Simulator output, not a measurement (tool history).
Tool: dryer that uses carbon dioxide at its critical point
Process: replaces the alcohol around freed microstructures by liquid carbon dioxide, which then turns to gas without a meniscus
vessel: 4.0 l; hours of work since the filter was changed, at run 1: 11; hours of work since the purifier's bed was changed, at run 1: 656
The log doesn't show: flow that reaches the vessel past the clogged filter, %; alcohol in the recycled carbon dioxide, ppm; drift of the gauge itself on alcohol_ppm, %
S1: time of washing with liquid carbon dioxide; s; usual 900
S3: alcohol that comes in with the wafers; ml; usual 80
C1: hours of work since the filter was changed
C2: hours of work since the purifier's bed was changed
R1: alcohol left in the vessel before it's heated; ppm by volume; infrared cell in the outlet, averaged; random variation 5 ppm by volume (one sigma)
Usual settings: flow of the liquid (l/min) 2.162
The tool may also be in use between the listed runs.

{"run": 1, "hour": 0.0, "S1": 900, "flow of the liquid (l/min)": 2.162, "S3": 80, "C1": 11, "C2": 656, "R1": 57}
{"run": 2, "hour": 20.0, "S1": 900, "flow of the liquid (l/min)": 2.162, "S3": 80, "C1": 27, "C2": 671, "R1": 62}
{"run": 3, "hour": 42.7, "S1": 900, "flow of the liquid (l/min)": 2.162, "S3": 80, "C1": 45, "C2": 689, "R1": 53}
{"run": 4, "hour": 78.1, "S1": 900, "flow of the liquid (l/min)": 1.46, "S3": 80, "C1": 73, "C2": 717, "R1": 198}
{"run": 5, "hour": 96.9, "S1": 900, "flow of the liquid (l/min)": 1.46, "S3": 80, "C1": 88, "C2": 732, "R1": 193}
{"run": 6, "hour": 127.6, "S1": 900, "flow of the liquid (l/min)": 2.162, "S3": 36, "C1": 112, "C2": 756, "R1": 57}
{"run": 7, "hour": 152.6, "S1": 900, "flow of the liquid (l/min)": 2.22, "S3": 80, "C1": 131, "C2": 776, "R1": 68}
{"run": 8, "hour": 187.3, "S1": 900, "flow of the liquid (l/min)": 2.21, "S3": 80, "C1": 159, "C2": 803, "R1": 73}
{"run": 9, "hour": 223.3, "S1": 900, "flow of the liquid (l/min)": 2.162, "S3": 80, "C1": 187, "C2": 831, "R1": 84}
{"run": 10, "hour": 256.4, "S1": 900, "flow of the liquid (l/min)": 2.162, "S3": 80, "C1": 213, "C2": 857, "R1": 83}
{"run": 11, "hour": 276.4, "S1": 900, "flow of the liquid (l/min)": 2.162, "S3": 80, "C1": 229, "C2": 873, "R1": 84}
{"run": 12, "hour": 308.6, "S1": 1260, "flow of the liquid (l/min)": 2.16, "S3": 21, "C1": 254, "C2": 898, "R1": 52}
{"run": 13, "hour": 334.0, "S1": 1260, "flow of the liquid (l/min)": 2.16, "S3": 21, "C1": 274, "C2": 918, "R1": 54}
{"run": 14, "hour": 369.9, "S1": 1260, "flow of the liquid (l/min)": 2.02, "S3": 21, "C1": 302, "C2": 947, "R1": 61}
{"run": 15, "hour": 395.3, "S1": 1140, "flow of the liquid (l/min)": 1.39, "S3": 31, "C1": 322, "C2": 967, "R1": 97}
{"run": 16, "hour": 417.6, "S1": 1140, "flow of the liquid (l/min)": 2.26, "S3": 31, "C1": 340, "C2": 984, "R1": 60}
{"hour": 431.7, "done": "inlet filter changed"}
{"run": 17, "hour": 444.6, "S1": 1140, "flow of the liquid (l/min)": 2.162, "S3": 66, "C1": 10, "C2": 1005, "R1": 62}
{"run": 18, "hour": 477.5, "S1": 840, "flow of the liquid (l/min)": 1.73, "S3": 54, "C1": 36, "C2": 1030, "R1": 120}
{"run": 19, "hour": 493.8, "S1": 660, "flow of the liquid (l/min)": 2, "S3": 54, "C1": 49, "C2": 1043, "R1": 159}
{"run": 20, "hour": 527.2, "S1": 900, "flow of the liquid (l/min)": 3.54, "S3": 35, "C1": 75, "C2": 1069, "R1": 69}
{"run": 21, "hour": 558.8, "S1": 900, "flow of the liquid (l/min)": 3.54, "S3": 35, "C1": 100, "C2": 1094, "R1": 70}
{"hour": 574.3, "done": "purifier's bed changed"}
{"run": 22, "hour": 592.4, "S1": 900, "flow of the liquid (l/min)": 2.22, "S3": 21, "C1": 124, "C2": 14, "R1": 12}

Forecast each of these 5 alternatives for the next run:
{"run": "A", "hour": 616.4, "S1": 660, "flow of the liquid (l/min)": 2.22, "S3": 92, "C1": 143, "C2": 33, "R1": "?"}
{"run": "B", "hour": 616.4, "S1": 900, "flow of the liquid (l/min)": 2.97, "S3": 24, "C1": 143, "C2": 33, "R1": "?"}
{"run": "C", "hour": 616.4, "S1": 720, "flow of the liquid (l/min)": 1.92, "S3": 21, "C1": 143, "C2": 33, "R1": "?"}
{"run": "D", "hour": 616.4, "S1": 720, "flow of the liquid (l/min)": 2.97, "S3": 39, "C1": 143, "C2": 33, "R1": "?"}
{"run": "E", "hour": 616.4, "S1": 720, "flow of the liquid (l/min)": 3.21, "S3": 35, "C1": 143, "C2": 33, "R1": "?"}

run=A R1=131
run=B R1=9
run=C R1=42
run=D R1=1
run=E R1=11
Without the tool's hidden state the same runs would have given:
run=A R1=87
run=B R1=6
run=C R1=28
run=D R1=0
run=E R1=7
